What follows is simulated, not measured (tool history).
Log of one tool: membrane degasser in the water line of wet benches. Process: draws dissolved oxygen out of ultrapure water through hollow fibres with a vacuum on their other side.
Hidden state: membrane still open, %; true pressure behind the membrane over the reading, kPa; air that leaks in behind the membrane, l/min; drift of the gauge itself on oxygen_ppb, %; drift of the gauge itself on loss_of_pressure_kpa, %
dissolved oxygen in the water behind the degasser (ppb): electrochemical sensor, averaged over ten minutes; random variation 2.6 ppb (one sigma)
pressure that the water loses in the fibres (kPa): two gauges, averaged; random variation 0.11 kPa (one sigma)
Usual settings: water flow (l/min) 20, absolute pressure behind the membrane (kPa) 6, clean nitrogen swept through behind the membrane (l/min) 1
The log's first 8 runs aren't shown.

run,hour,water flow (l/min),absolute pressure behind the membrane (kPa),clean nitrogen swept through behind the membrane (l/min),hours since the membrane was changed,hours since the vacuum gauge was calibrated,hours since the vacuum lines were made tight,dissolved oxygen in the water behind the degasser (ppb),pressure that the water loses in the fibres (kPa)
9,409.5,20,6,1,2058,4737,12152,405.3,44.43
10,470.6,20,6,1,2120,4798,12213,404.3,44.67
11,498.7,20,6,1,2148,4826,12241,407.9,44.67
12,544.3,20,6,1,2193,4871,12287,406.2,44.78
13,605.9,20,6,1,2255,4933,12348,405.4,44.69
14,641.2,20,6,1,2290,4968,12383,404.9,44.61
15,678,25,6,1,2327,5005,12420,550.8,55.84
16,747.1,20,6,1,2396,5074,12489,402.4,44.75
17,775.3,31,9.41,1,2424,5103,12518,893.9,69.36
18,840.7,20,9.82,1,2490,5168,12583,563.7,44.57
19,894.5,24,10.18,0.9,2543,5222,12637,737.7,53.61
20,926.2,24,10.18,0.9,2575,5253,12669,738.8,53.47
21,995,24,10.18,0.9,2644,5322,12737,742.1,53.47
22,1060.9,32,3.7,2.68,2710,5388,12803,584.5,71.58
23,1106,19,6,0.57,2755,5433,12848,442.8,42.44
24,1157.9,19,6,0.57,2807,5485,12900,439.9,42.33
25,1219,30,3.71,0.57,2868,5546,12961,570.6,66.85
# hour 1235.8: vacuum gauge calibrated
26,1279.9,30,3.71,1.64,2928,44,13022,541.7,66.81
27,1346.8,16,4.82,1.17,2995,111,13089,246.4,35.63
28,1396.9,16,4.82,1.17,3045,161,13139,246.4,35.77
29,1436.1,16,4.82,1.17,3085,200,13178,247.8,35.97
30,1468.5,16,4.82,1.17,3117,233,13210,247.3,35.66
31,1526.8,20,6,0.64,3175,291,13269,457.1,44.7

4 ways to go on from here, each from the tool as it stands after run 31. What would each give?
A,1568.2,22,6,0.64,3217,332,13310,?,?
B,1568.2,20,6.21,0.64,3217,332,13310,?,?
C,1568.2,28,5.07,0.89,3217,332,13310,?,?
D,1568.2,20,7.42,1,3217,332,13310,?,?

run,dissolved oxygen in the water behind the degasser (ppb),pressure that the water loses in the fibres (kPa)
A,516,49.01
B,470.5,44.78
C,589.6,62.59
D,464.3,44.78
Without the tool's hidden state the same runs would have given:
run,dissolved oxygen in the water behind the degasser (ppb),pressure that the water loses in the fibres (kPa)
A,516,49
B,470.5,44.78
C,589.5,62.59
D,464.2,44.77

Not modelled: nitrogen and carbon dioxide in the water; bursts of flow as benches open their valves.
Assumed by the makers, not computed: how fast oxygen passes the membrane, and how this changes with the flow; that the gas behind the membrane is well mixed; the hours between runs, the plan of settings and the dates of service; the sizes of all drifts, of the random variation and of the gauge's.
